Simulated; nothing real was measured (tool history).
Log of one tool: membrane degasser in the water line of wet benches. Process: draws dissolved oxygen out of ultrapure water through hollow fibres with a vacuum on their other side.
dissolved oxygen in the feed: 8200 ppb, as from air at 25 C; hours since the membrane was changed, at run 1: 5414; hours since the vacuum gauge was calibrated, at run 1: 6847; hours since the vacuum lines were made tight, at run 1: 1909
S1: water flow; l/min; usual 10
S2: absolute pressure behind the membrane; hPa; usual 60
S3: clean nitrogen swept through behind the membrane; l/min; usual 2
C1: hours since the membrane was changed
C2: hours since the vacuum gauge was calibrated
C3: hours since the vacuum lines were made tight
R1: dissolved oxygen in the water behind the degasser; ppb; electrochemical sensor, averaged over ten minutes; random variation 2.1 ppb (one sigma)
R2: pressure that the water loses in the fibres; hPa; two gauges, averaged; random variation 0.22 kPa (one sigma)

Run 1, hour 0: usual settings; C1 5414; C2 6847; C3 1909. Result: R1 204.1 ppb, R2 537.7 hPa.
Run 2, hour 147.8: usual settings; C1 5562; C2 6995; C3 2056. Result: R1 203.8 ppb, R2 537.9 hPa.
Run 3, hour 291.3: usual settings but S3 1.52 l/min; C1 5706; C2 7138; C3 2200. Result: R1 214 ppb, R2 537.6 hPa.
Run 4, hour 369.4: usual settings but S3 1.52 l/min; C1 5784; C2 7217; C3 2278. Result: R1 215.3 ppb, R2 534.1 hPa.
Run 5, hour 438.5: usual settings but S3 1.52 l/min; C1 5853; C2 7286; C3 2347. Result: R1 216.7 ppb, R2 538.8 hPa.
Run 6, hour 561.6: usual settings but S3 1.52 l/min; C1 5976; C2 7409; C3 2470. Result: R1 212.7 ppb, R2 538.8 hPa.
Run 7, hour 693.5: usual settings but S3 5.06 l/min; C1 6108; C2 7541; C3 2602. Result: R1 184.8 ppb, R2 533.9 hPa.
Run 8, hour 804.6: usual settings but S3 5.06 l/min; C1 6219; C2 7652; C3 2713. Result: R1 180.8 ppb, R2 530.6 hPa.
Run 9, hour 921.1: usual settings but S3 5.06 l/min; C1 6335; C2 7768; C3 2830. Result: R1 187.1 ppb, R2 532.4 hPa.
Run 10, hour 1066.2: usual settings but S3 5.06 l/min; C1 6480; C2 7913; C3 2975. Result: R1 183.5 ppb, R2 530.4 hPa.
Run 11, hour 1195.8: usual settings; C1 6610; C2 8043; C3 3104. Result: R1 199.7 ppb, R2 535 hPa.
Run 12, hour 1309.1: usual settings but S1 6 l/min, S2 147.1 hPa, S3 1.98 l/min; C1 6723; C2 8156; C3 3218. Result: R1 104.6 ppb, R2 319.9 hPa.
Run 13, hour 1445.4: usual settings but S1 6 l/min, S2 118.7 hPa, S3 1.98 l/min; C1 6860; C2 8292; C3 3354. Result: R1 82.2 ppb, R2 318.7 hPa.
Run 14, hour 1533: usual settings but S1 6 l/min, S2 118.7 hPa, S3 1.98 l/min; C1 6947; C2 8380; C3 3442. Result: R1 82.8 ppb, R2 317.2 hPa.
Run 15, hour 1637.7: usual settings but S1 16 l/min, S2 118.7 hPa, S3 3.24 l/min; C1 7052; C2 8485; C3 3546. Result: R1 734.3 ppb, R2 849.1 hPa.
Run 16, hour 1712.2: usual settings but S1 13 l/min, S2 43.3 hPa; C1 7126; C2 8559; C3 3621. Result: R1 403.1 ppb, R2 687.6 hPa.
At hour 1726.1: vacuum gauge calibrated.
Run 17, hour 1852.5: usual settings but S1 13 l/min, S2 43.3 hPa; C1 7266; C2 126; C3 3761. Result: R1 395.2 ppb, R2 688 hPa.
Run 18, hour 1977.7: usual settings but S1 13 l/min, S2 43.3 hPa; C1 7391; C2 252; C3 3886. Result: R1 395.1 ppb, R2 690.3 hPa.
Run 19, hour 2093.1: usual settings but S1 8 l/min, S2 94 hPa; C1 7507; C2 367; C3 4001. Result: R1 130.1 ppb, R2 423.9 hPa.
Run 20, hour 2196.6: usual settings but S1 8 l/min, S2 94 hPa; C1 7610; C2 470; C3 4105. Result: R1 132.1 ppb, R2 419.4 hPa.
Run 21, hour 2278.7: usual settings but S1 7 l/min, S2 126 hPa, S3 0.83 l/min; C1 7693; C2 553; C3 4187. Result: R1 222.2 ppb, R2 365.9 hPa.

Hidden state or all else? Some run-to-run changes of R2, split into what the settings, what came in and random variation would give without the hidden state, and what is left for the hidden state (with any gauge scatter that isn't in both results):
The hidden state here: membrane still open, %; true pressure behind the membrane over the reading, kPa; air that leaks in behind the membrane, l/min; drift of the gauge itself on oxygen_ppb, %; drift of the gauge itself on loss_of_pressure_kpa, %.
Run 14 -> 15: S1 6 -> 16, S3 1.98 -> 3.24. R2 +531.9 hPa: hidden state -6.4, all else +538.3.
Run 18 -> 19: S1 13 -> 8, S2 43.3 -> 94. R2 -266.4 hPa: hidden state +3.4, all else -269.8.

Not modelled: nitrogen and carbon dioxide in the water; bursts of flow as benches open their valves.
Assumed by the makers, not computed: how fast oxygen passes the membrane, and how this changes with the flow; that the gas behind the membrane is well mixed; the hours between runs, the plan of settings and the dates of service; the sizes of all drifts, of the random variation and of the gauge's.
